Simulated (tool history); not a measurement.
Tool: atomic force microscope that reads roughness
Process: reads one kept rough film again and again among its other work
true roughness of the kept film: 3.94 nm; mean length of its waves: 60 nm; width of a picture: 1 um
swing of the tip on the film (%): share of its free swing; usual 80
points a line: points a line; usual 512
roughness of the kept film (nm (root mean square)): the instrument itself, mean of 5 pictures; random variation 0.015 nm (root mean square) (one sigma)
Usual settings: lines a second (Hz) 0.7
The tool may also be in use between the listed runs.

| run | hour | lines a second (Hz) | swing of the tip on the film (%) | points a line | roughness of the kept film (nm (root mean square)) |
|---|---|---|---|---|---|
| 1 | 0 | 0.7 | 80 | 512 | 3.613 |
| 2 | 19.6 | 0.7 | 82 | 512 | 3.602 |
| 3 | 29.9 | 0.7 | 82 | 512 | 3.54 |
| 4 | 52.2 | 0.7 | 82 | 512 | 3.524 |
| 5 | 74.5 | 0.7 | 85 | 512 | 3.471 |
| 6 | 93.3 | 0.7 | 80 | 512 | 3.464 |
| 7 | 110.2 | 0.7 | 80 | 512 | 3.441 |
| 8 | 133 | 0.7 | 80 | 512 | 3.401 |
| 9 | 154.8 | 0.7 | 80 | 512 | 3.339 |
| 10 | 166.8 | 0.914 | 80 | 512 | 3.305 |
| 11 | 189.8 | 0.914 | 80 | 512 | 3.276 |
| 12 | 201.2 | 0.914 | 80 | 512 | 3.29 |
| 13 | 221.8 | 0.914 | 80 | 398 | 3.227 |
| 14 | 233.5 | 1.556 | 81 | 824 | 3.083 |

Forecast run 15:
| 15 | 246.9 | 1.556 | 81 | 824 | ? |

{"run 15": {"roughness of the kept film (nm (root mean square))": 3.054}}
Without the tool's hidden state the same run would have given roughness of the kept film (nm (root mean square)) 3.432.
